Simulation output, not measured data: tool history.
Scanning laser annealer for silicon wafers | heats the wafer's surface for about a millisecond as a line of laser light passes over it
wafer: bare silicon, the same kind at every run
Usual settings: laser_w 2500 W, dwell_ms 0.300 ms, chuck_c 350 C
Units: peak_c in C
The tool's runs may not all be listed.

run     day  laser_w  dwell_ms  chuck_c  peak_c
  1   0.000     2500     0.300      350    1167
  2   3.288     2625     0.300      350    1213
  3   6.850     2625     0.300      350    1232
  4   9.250     2625     0.300      350    1229
  5  12.996     2500     0.300      350    1179
  6  16.504     2500     0.300      350    1172
  7  19.438     2500     0.288      350    1149
  8  21.571     2500     0.288      350    1148
  9  23.800     2500     0.288      350    1145
 10  27.129     2428     0.285      324    1084
 11  29.912     2202     0.285      318    1014
 12  31.992     2678     0.253      359    1161
 13  34.704     2192     0.264      357    1032
 14  37.729     2192     0.270      373    1058

Not shown: 4 entries that the log had between the listed runs. Between which runs, and how does the tool's hidden state differ before and after?
Between runs 2 and 3: window over the wafer cleaned (day 4.592)
  light that passes the window, % of a clean one's: 97.24 -> 99.59; laser's true power over the reading, %: 0.58 -> 0.6; width of the line over the set one, %: 1.56 -> 1.74
  measured less the result without the state, peak_c: -28 -> -6 C
Between runs 4 and 5: optics aligned, line set to its width (day 9.646)
  light that passes the window, % of a clean one's: 99.35 -> 98.97; laser's true power over the reading, %: 0.62 -> 0.64; width of the line over the set one, %: 1.86 -> 2.86
  measured less the result without the state, peak_c: -9 -> -16 C
Between runs 10 and 11: optics aligned, line set to its width, once more (day 27.754)
  light that passes the window, % of a clean one's: 97.52 -> 97.27; laser's true power over the reading, %: 0.74 -> 0.76; width of the line over the set one, %: 3.6 -> 0.11
  measured less the result without the state, peak_c: -29 -> -16 C
Between runs 12 and 13: window over the wafer cleaned (day 32.333)
  light that passes the window, % of a clean one's: 97.06 -> 99.5; laser's true power over the reading, %: 0.77 -> 0.79; width of the line over the set one, %: 0.21 -> 0.36
  measured less the result without the state, peak_c: -20 -> +0 C
